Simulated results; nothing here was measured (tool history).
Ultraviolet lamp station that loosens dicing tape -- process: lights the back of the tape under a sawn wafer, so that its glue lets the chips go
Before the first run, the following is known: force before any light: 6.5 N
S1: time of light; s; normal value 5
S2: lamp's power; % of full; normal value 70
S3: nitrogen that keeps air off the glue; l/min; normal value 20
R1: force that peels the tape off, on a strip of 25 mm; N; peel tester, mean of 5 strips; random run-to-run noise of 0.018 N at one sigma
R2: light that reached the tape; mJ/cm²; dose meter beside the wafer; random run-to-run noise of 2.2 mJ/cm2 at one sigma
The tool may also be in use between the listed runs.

run	day	S1	S2	S3	R1	R2
1	0	5	70	20	0.97	176
2	0.404	2	70	20	2.781	68
3	0.767	2	70	25	2.64	73
4	1.188	2	70	25	2.685	72
5	1.696	6	70	25	0.622	212
6	2.275	6	70	25	0.627	213
7	2.85	6	70	25	0.659	210
8	3.325	6	70	25	0.661	210
9	3.742	6	70	25	0.666	209
10	4.088	6	70	25	0.648	210
11	4.433	6	70	25	0.669	205
12	4.925	6	70	25	0.644	206
13	5.2	5	70	34	0.802	171
14	5.742	5	70	34	0.797	175
15	6.288	5	70	34	0.8	173
16	6.529	5	70	23	0.941	170
17	7.054	5	70	34	0.811	172
18	7.483	5	70	15	1.196	168
19	7.775	5	70	15	1.099	171
20	8.108	5	70	15	1.157	170
21	8.558	5	70	15	1.134	174
22	8.883	5	70	20	1.067	168
23	9.229	5	70	20	1.019	172
24	9.779	6	78	20	0.631	227
25	10.204	4	70	36	1.145	136
26	10.742	6	70	20	0.742	199
27	11.304	6	70	20	0.747	203
28	11.658	5	79	37	0.643	186
29	11.954	8	63	22	0.536	237
30	12.358	9	70	20	0.399	302
31	12.783	9	70	20	0.418	303
32	13.333	7	81	7	0.849	269
33	13.717	5	68	22	1.043	164
34	14.242	3	94	35	1.132	132
35	14.617	3	94	35	1.158	134
36	15.017	3	71	8	2.79	100
37	15.267	3	84	8	2.258	120
38	15.775	3	94	20	1.424	135
39	16.308	4	84	15	1.258	157
40	16.8	6	69	20	0.817	194
41	17.071	6	72	20	0.764	203
42	17.575	9	61	24	0.458	259
43	17.946	3	61	20	2.373	88
44	18.492	6	82	22	0.573	228

Below are 3 alternative next runs, each starting from the tool's condition after run 44. Predict each:
A	19.062	6	96	22	?	?
B	19.062	6	82	21	?	?
C	19.062	2	82	21	?	?

run	R1	R2
A	0.43	271
B	0.597	230
C	2.713	76
Without the tool's hidden state the same runs would have given:
run	R1	R2
A	0.347	311
B	0.47	265
C	2.38	88

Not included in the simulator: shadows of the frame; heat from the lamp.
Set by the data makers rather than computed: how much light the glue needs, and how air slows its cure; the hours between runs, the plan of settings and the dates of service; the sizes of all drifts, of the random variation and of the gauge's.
